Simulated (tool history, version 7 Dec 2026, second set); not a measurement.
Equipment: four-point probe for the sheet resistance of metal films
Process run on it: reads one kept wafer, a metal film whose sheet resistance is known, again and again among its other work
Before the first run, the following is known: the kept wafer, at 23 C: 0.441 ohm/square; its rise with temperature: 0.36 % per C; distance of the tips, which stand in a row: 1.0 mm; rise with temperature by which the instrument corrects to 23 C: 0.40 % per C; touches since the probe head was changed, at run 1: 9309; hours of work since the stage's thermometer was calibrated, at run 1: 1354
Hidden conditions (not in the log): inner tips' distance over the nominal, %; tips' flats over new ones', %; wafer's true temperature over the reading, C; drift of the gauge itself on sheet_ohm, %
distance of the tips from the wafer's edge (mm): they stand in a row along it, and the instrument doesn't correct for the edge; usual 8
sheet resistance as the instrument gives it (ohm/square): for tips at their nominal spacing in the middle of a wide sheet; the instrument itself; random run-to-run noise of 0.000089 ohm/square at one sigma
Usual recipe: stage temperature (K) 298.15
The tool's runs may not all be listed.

run,hour,stage temperature (K),distance of the tips from the wafer's edge (mm),touches since the probe head was changed,hours of work since the stage's thermometer was calibrated,sheet resistance as the instrument gives it (ohm/square)
1,0,298.15,8,9309,1354,0.444166
2,100.4,298.15,8,10349,1395,0.444467
3,158,298.15,8,10946,1419,0.444294
4,241.6,298.15,8,11811,1454,0.444398
5,368.2,298.15,8,13122,1507,0.44436
6,456.4,298.15,8,14036,1544,0.444452
7,531.1,298.15,8,14809,1575,0.444579
8,642.5,298.15,8,15963,1622,0.444368
9,717.3,298.15,30,16737,1653,0.440999
10,809.6,293.15,8,17693,1692,0.445241
11,928.2,293.15,8,18921,1741,0.445217
12,1006.9,298.15,8,19736,1774,0.44442
13,1069.8,298.15,6,20388,1800,0.447155
14,1204.3,299.15,6,21780,1856,0.447086
15,1321.6,299.15,6,22995,1905,0.446933
# hour 1405.4: stage's thermometer calibrated
16,1450.9,291.15,8,24328,19,0.445565
17,1572.1,298.15,9,25583,70,0.4437
18,1629.5,298.15,9,26178,94,0.443557
19,1746.7,298.15,9,27392,143,0.443532
20,1840.7,297.15,50,28365,182,0.440939
21,1911.7,305.15,8,29100,211,0.443334
22,2041.4,303.15,38,30443,266,0.440094
23,2138.3,303.15,38,31447,306,0.440005
24,2203.4,301.15,45,32121,333,0.440253
25,2329.1,299.15,8,33423,386,0.444264
26,2392.7,298.15,34,34081,412,0.440814

Estimate the outcome of run 27 from the log above:
27,2508.2,299.15,6,35278,461,?

sheet resistance as the instrument gives it (ohm/square): 0.447035
Minus the tool's unlogged condition, the same run would have read sheet resistance as the instrument gives it (ohm/square) 0.447014.
